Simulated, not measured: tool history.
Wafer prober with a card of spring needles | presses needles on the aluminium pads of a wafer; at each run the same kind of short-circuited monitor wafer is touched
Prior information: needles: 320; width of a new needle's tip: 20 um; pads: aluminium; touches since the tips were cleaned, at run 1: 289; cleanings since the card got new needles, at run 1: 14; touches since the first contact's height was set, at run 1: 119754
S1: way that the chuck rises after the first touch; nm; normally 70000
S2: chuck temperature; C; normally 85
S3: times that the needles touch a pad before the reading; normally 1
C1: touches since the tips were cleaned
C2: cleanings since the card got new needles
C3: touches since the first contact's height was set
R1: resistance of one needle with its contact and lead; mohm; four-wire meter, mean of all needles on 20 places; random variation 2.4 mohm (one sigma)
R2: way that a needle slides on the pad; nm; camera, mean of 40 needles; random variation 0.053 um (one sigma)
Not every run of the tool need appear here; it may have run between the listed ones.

run,day,S1,S2,S3,C1,C2,C3,R1,R2
1,0,70000,85,1,289,14,119754,281,14470
# day 0.938: tips cleaned on abrasive film
# day 2.079: tips cleaned on abrasive film
2,2.271,70000,85,1,1379,16,136117,293,14440
# day 3.096: tips cleaned on abrasive film
# day 4.104: tips cleaned on abrasive film
3,4.533,70000,85,1,3109,18,152444,305,14360
# day 5.125: tips cleaned on abrasive film
# day 5.875: tips cleaned on abrasive film, once more
# day 6.842: tips cleaned on abrasive film
4,6.842,70000,85,2,0,21,169069,274,14390
# day 7.921: tips cleaned on abrasive film
5,8.829,70000,85,2,6566,22,183399,302,14370
# day 8.971: tips cleaned on abrasive film
# day 9.954: tips cleaned on abrasive film
6,10.375,70000,85,2,3040,24,194532,295,14350
# day 11.096: tips cleaned on abrasive film
# day 12.146: tips cleaned on abrasive film
7,13.046,70000,85,1,6540,26,213825,322,14270
# day 13.267: tips cleaned on abrasive film
# day 14.279: tips cleaned on abrasive film
8,15.042,70000,85,1,5497,28,228187,316,14220
# day 15.321: tips cleaned on abrasive film
# day 16.304: tips cleaned on abrasive film
9,16.408,70000,63,1,766,30,238032,283,14320
# day 17.388: tips cleaned on abrasive film
# day 18.029: height of the first contact set anew
10,18.325,70000,85,1,6709,31,2160,318,14780
# day 18.446: tips cleaned on abrasive film
# day 19.429: tips cleaned on abrasive film
11,20.167,70000,85,1,5345,33,15415,315,14700
# day 20.571: tips cleaned on abrasive film
# day 21.771: tips cleaned on abrasive film
12,21.979,70000,85,1,1506,35,28485,296,14640
# day 22.825: tips cleaned on abrasive film
# day 23.796: tips cleaned on abrasive film
13,23.796,70000,30,1,0,37,41574,266,14620
# day 24.779: tips cleaned on abrasive film
# day 25.808: tips cleaned on abrasive film
14,26.425,70000,30,1,4449,39,60530,304,14590
# day 26.858: tips cleaned on abrasive film
# day 27.917: tips cleaned on abrasive film
# day 28.917: tips cleaned on abrasive film
15,28.917,70000,30,1,0,42,78492,263,14530
# day 30.05: tips cleaned on abrasive film
# day 31.125: tips cleaned on abrasive film
16,31.538,70000,46,1,2981,44,97397,302,14600
# day 32.246: tips cleaned on abrasive film
17,33.046,70000,25,1,5779,45,108263,310,14560
# day 33.338: tips cleaned on abrasive film
# day 34.354: tips cleaned on abrasive film
18,34.354,70000,25,1,0,47,117681,264,14530
# day 35.442: tips cleaned on abrasive film
19,35.442,70000,25,1,0,48,125511,264,14590
# day 36.458: tips cleaned on abrasive film
20,36.967,73000,35,1,3684,49,136528,300,15160
# day 37.454: tips cleaned on abrasive film
# day 38.517: tips cleaned on abrasive film
21,38.988,57000,35,2,3402,51,151088,296,11760
# day 39.546: tips cleaned on abrasive film
# day 40.538: tips cleaned on abrasive film
22,40.892,57000,35,2,2577,53,164822,292,11670
# day 41.596: tips cleaned on abrasive film
# day 42.733: tips cleaned on abrasive film
23,43.188,51000,32,1,3296,55,181385,324,10320
# day 43.871: tips cleaned on abrasive film
# day 44.946: tips cleaned on abrasive film
24,45.233,51000,32,1,2081,57,196128,315,10420
# day 45.912: tips cleaned on abrasive film
# day 47.054: tips cleaned on abrasive film
25,47.346,51000,32,1,2139,59,211359,321,10240
# day 48.204: tips cleaned on abrasive film
# day 49.308: tips cleaned on abrasive film
26,49.712,70000,85,1,2918,61,228420,307,14330
# day 50.408: tips cleaned on abrasive film
# day 51.4: tips cleaned on abrasive film
27,51.896,70000,85,2,3567,63,244149,302,14380
# day 52.492: tips cleaned on abrasive film
# day 52.742: height of the first contact set anew
28,53,68000,55,3,3586,64,1873,284,14350
# day 53.533: tips cleaned on abrasive film
29,54.338,68000,55,3,5832,65,11519,284,14310
# day 54.508: tips cleaned on abrasive film
# day 55.667: tips cleaned on abrasive film
30,56.162,57000,42,3,3604,67,24675,285,11970
# day 56.746: tips cleaned on abrasive film
# day 57.862: tips cleaned on abrasive film
31,58.767,89000,45,3,6558,69,43466,277,18720

What if the next run were any one of these 3? Each begins from the tool's condition after run 31:
# day 58.925: tips cleaned on abrasive film
# day 59.95: tips cleaned on abrasive film
A,60.638,65000,85,1,4956,71,56923,?,?
# day 58.925: tips cleaned on abrasive film
# day 59.95: tips cleaned on abrasive film
B,60.638,70000,85,2,4956,71,56923,?,?
# day 58.925: tips cleaned on abrasive film
# day 59.95: tips cleaned on abrasive film
C,60.638,70000,25,1,4956,71,56923,?,?

run,R1,R2
A,332,13600
B,302,14640
C,309,14710
What these runs would have given with no unlogged condition in the tool:
run,R1,R2
A,279,13710
B,274,14750
C,258,14820
